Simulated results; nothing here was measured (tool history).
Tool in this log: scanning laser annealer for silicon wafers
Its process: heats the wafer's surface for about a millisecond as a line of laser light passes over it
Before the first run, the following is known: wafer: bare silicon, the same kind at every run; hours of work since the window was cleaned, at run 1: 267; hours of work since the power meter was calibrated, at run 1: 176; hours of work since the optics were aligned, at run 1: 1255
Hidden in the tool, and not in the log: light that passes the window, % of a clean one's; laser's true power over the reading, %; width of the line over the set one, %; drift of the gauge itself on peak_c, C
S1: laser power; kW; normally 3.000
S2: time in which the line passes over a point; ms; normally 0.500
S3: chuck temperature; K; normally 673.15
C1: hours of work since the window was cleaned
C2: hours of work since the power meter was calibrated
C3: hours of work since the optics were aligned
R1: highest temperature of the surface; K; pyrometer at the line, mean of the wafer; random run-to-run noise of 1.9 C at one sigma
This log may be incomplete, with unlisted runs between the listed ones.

run,day,S1,S2,S3,C1,C2,C3,R1
1,0.000,3.000,0.500,673.15,267,176,1255,1454.15
2,0.246,3.000,0.500,673.15,270,179,1258,1452.15
3,0.512,3.289,0.500,673.15,274,182,1261,1549.15
4,0.671,3.000,0.500,673.15,276,184,1263,1449.15
5,0.854,3.085,0.500,673.15,278,186,1265,1478.15
6,1.092,3.000,0.500,673.15,281,189,1268,1452.15
# day 1.208: window over the wafer cleaned
7,1.358,3.000,0.500,701.15,2,191,1270,1467.15
8,1.725,2.641,0.599,673.15,6,196,1275,1377.15
9,1.988,2.641,0.495,673.15,9,199,1278,1321.15
10,2.162,2.905,0.480,675.15,12,201,1280,1399.15
11,2.342,3.261,0.500,681.15,14,203,1282,1530.15
12,2.646,2.980,0.500,681.15,17,207,1286,1440.15
# day 2.979: window over the wafer cleaned, once more
13,3.017,3.231,0.500,673.15,0,211,1289,1548.15
14,3.171,3.231,0.500,673.15,2,212,1291,1549.15

Had the tool no unlogged condition, and each run kept its random variation, what would the results have been?
run,R1
1,1489.15
2,1487.15
3,1589.15
4,1485.15
5,1515.15
6,1488.15
7,1517.15
8,1423.15
9,1364.15
10,1447.15
11,1586.15
12,1491.15
13,1565.15
14,1567.15

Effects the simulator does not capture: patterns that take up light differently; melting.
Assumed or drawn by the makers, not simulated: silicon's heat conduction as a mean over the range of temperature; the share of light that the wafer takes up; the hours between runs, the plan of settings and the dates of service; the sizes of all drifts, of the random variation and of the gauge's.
